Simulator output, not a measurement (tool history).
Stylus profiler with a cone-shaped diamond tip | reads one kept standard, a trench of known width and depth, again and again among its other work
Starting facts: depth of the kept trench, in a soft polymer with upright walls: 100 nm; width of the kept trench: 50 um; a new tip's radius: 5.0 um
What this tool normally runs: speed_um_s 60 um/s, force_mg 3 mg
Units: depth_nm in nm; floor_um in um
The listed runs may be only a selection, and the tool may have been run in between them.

run	hour	speed_um_s	force_mg	depth_nm	floor_um
1	0	60	3	101.61	47.17
2	63.5	60	1.57	100.85	46.97
3	125.9	60	1.57	100.93	46.97
4	182.7	60	3	101.6	47.06
5	231	60	3	101.38	47.05
6	296.9	60	3	101.56	47.01
7	349.2	60	3	101.36	47.01
8	394.7	60	3	101.42	47.01
9	432.6	60	3	101.52	47.01
10	475.9	191	3	101.42	46.43
11	514.9	60	3	101.38	47.02
12	544	60	3	101.43	46.99
13	600.7	60	3	101.36	46.92
14	663	46	1.53	100.6	46.94
15	706.6	46	1.53	100.52	46.93
16	742.7	46	1.53	100.66	46.93
17	774.3	29	4.72	102.13	47.1
18	838.3	32	3.97	101.78	46.95
19	866.4	108	3	101.45	46.66
20	914.6	108	3	101.26	46.69
21	960.2	108	3	101.24	46.64
22	1008.6	16	8.87	103.42	47.04
23	1077.4	16	8.87	103.32	47.02
24	1127.5	32	1.47	100.54	46.88
25	1193.9	32	1.47	100.47	46.86
26	1253.2	124	1.13	100.29	46.15

Forecast each of these 5 alternatives for the next run:
A	1306.6	229	1.13	?	?
B	1306.6	32	1.42	?	?
C	1306.6	154	6.33	?	?
D	1306.6	48	2.04	?	?
E	1306.6	16	5.19	?	?

run	depth_nm	floor_um
A	100.27	45.45
B	100.46	46.79
C	102.51	46.6
D	100.77	46.73
E	102.18	47
The same runs, with their run-to-run variation unchanged, on a tool lacking any hidden condition would have given:
run	depth_nm	floor_um
A	101.03	46.45
B	101.22	47.79
C	103.29	47.6
D	101.54	47.73
E	102.95	48

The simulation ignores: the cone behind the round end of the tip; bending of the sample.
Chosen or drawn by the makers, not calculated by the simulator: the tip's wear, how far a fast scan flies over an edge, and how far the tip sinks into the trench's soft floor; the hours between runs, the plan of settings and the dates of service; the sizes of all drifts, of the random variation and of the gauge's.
